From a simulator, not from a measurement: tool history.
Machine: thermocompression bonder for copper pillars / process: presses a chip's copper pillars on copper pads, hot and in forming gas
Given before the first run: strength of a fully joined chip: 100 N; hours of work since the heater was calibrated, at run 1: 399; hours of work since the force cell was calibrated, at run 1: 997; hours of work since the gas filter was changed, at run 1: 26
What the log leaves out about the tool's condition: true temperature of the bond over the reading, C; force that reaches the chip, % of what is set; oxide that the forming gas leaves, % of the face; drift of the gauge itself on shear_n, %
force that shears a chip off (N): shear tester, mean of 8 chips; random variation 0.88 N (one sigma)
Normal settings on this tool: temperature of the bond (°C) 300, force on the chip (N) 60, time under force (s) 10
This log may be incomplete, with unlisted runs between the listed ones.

run	hour	temperature of the bond (°C)	force on the chip (N)	time under force (s)	hours of work since the heater was calibrated	hours of work since the force cell was calibrated	hours of work since the gas filter was changed	force that shears a chip off (N)
1	0	300	60	10	399	997	26	75.7
2	18.8	300	60	10	411	1008	38	73.1
3	32.9	300	60	10	420	1017	46	74.8
4	53.2	300	41	10	432	1030	59	64.3
5	64.1	300	41	10	439	1036	65	63.5
# hour 69: force cell calibrated
6	74.6	300	44	10	444	3	71	63.5
7	95.6	300	44	10	457	16	84	65
8	106.5	300	44	10	464	23	91	64.4
9	121.7	300	44	10	473	32	100	65.2
10	132.1	300	44	10	480	39	106	63.4
11	151.5	300	44	10	492	51	118	64.6
12	160.5	300	44	10	497	56	124	64.4
13	174.9	300	54	10	506	65	133	68.2
14	185	300	60	10	512	71	139	72.3
15	195.9	300	60	10	519	78	146	71.7
16	205.6	300	60	10	525	84	152	73.2
17	226.5	300	60	10	538	97	165	72
18	241.9	300	60	10	547	106	174	74.2
19	251.3	300	60	10	553	112	180	72.7
20	268.7	300	60	10	564	123	190	71.5
21	280.4	300	68	17	571	130	198	84.5
22	299.3	300	60	11	583	142	209	74.9
23	309	300	60	11	589	148	215	74.5
24	320.9	300	60	11	596	155	223	73.7
25	340.7	300	60	11	608	167	235	73.6
26	351.7	297	63	5	615	174	242	58.4
27	361.9	297	63	5	621	180	248	59.1
28	382.3	289	63	5	634	193	260	55.1
29	397.4	289	63	5	643	202	270	53.9
30	410.9	300	74	10	652	211	278	78.1
31	429.3	300	71	7	663	222	289	69
32	442	300	60	8	671	230	297	68.1
33	456.9	300	60	8	680	239	306	68.6
34	468.4	300	60	8	687	246	313	68.1
35	484.7	300	88	8	697	256	324	75.4
36	504.9	300	88	8	709	268	336	77.6
37	519.3	300	48	6	718	277	345	56
38	532.3	300	48	6	726	285	353	55.9
39	545.1	300	48	6	734	293	361	57.4

Alternative continuations, all from the tool just after run 39; predict every row:
A	558.6	298	38	11	743	302	369	?
B	558.6	327	86	6	743	302	369	?
C	558.6	320	40	9	743	302	369	?
D	558.6	300	76	27	743	302	369	?
E	558.6	279	43	5	743	302	369	?

run	force that shears a chip off (N)
A	61.5
B	84
C	68.9
D	89.6
E	40.6
Without the tool's unlogged condition, the same runs would have read:
run	force that shears a chip off (N)
A	61.3
B	86.2
C	69.4
D	92.4
E	39.8
